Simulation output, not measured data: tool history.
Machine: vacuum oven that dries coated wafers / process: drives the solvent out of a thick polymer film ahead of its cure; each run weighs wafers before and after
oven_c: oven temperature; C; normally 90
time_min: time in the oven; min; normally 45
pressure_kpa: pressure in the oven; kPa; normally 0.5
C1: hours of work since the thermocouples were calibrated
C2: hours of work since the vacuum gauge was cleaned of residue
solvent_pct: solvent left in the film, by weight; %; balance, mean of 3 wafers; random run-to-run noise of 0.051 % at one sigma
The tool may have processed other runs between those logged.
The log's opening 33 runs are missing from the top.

run 34 day=25.858 | oven_c=90 time_min=52 pressure_kpa=0.5 | C1=321 C2=32 | solvent_pct=0.66
run 35 day=27.038 | oven_c=84 time_min=53 pressure_kpa=0.765 | C1=340 C2=51 | solvent_pct=1.52
run 36 day=27.792 | oven_c=90 time_min=26 pressure_kpa=0.32 | C1=352 C2=64 | solvent_pct=2.58
run 37 day=28.342 | oven_c=90 time_min=26 pressure_kpa=0.32 | C1=361 C2=72 | solvent_pct=2.62
run 38 day=29.067 | oven_c=90 time_min=26 pressure_kpa=0.32 | C1=373 C2=84 | solvent_pct=2.43
run 39 day=29.65 | oven_c=91 time_min=45 pressure_kpa=1.705 | C1=382 C2=93 | solvent_pct=1.66
run 40 day=30.171 | oven_c=91 time_min=45 pressure_kpa=1.705 | C1=391 C2=102 | solvent_pct=1.63
run 41 day=30.979 | oven_c=91 time_min=45 pressure_kpa=1.705 | C1=404 C2=115 | solvent_pct=1.66
run 42 day=32.092 | oven_c=91 time_min=45 pressure_kpa=1.705 | C1=422 C2=133 | solvent_pct=1.61
run 43 day=32.667 | oven_c=87 time_min=25 pressure_kpa=0.315 | C1=431 C2=142 | solvent_pct=3.19
run 44 day=33.6 | oven_c=87 time_min=25 pressure_kpa=0.315 | C1=446 C2=157 | solvent_pct=3.36
run 45 day=34.671 | oven_c=98 time_min=36 pressure_kpa=0.336 | C1=463 C2=174 | solvent_pct=0.74

Here are 5 independent what-if runs from the current tool condition. What would each one return?
run A day=35.617 | oven_c=84 time_min=45 pressure_kpa=0.5 | C1=478 C2=189 | solvent_pct=?
run B day=35.617 | oven_c=90 time_min=45 pressure_kpa=1.101 | C1=478 C2=189 | solvent_pct=?
run C day=35.617 | oven_c=91 time_min=36 pressure_kpa=0.336 | C1=478 C2=189 | solvent_pct=?
run D day=35.617 | oven_c=90 time_min=37 pressure_kpa=0.926 | C1=478 C2=189 | solvent_pct=?
run E day=35.617 | oven_c=100 time_min=45 pressure_kpa=0.48 | C1=478 C2=189 | solvent_pct=?

run=A solvent_pct=1.76
run=B solvent_pct=1.38
run=C solvent_pct=1.33
run=D solvent_pct=1.76
run=E solvent_pct=0.31
Without the tool's unlogged condition, the same runs would have read:
run=A solvent_pct=1.54
run=B solvent_pct=1.22
run=C solvent_pct=1.15
run=D solvent_pct=1.56
run=E solvent_pct=0.24
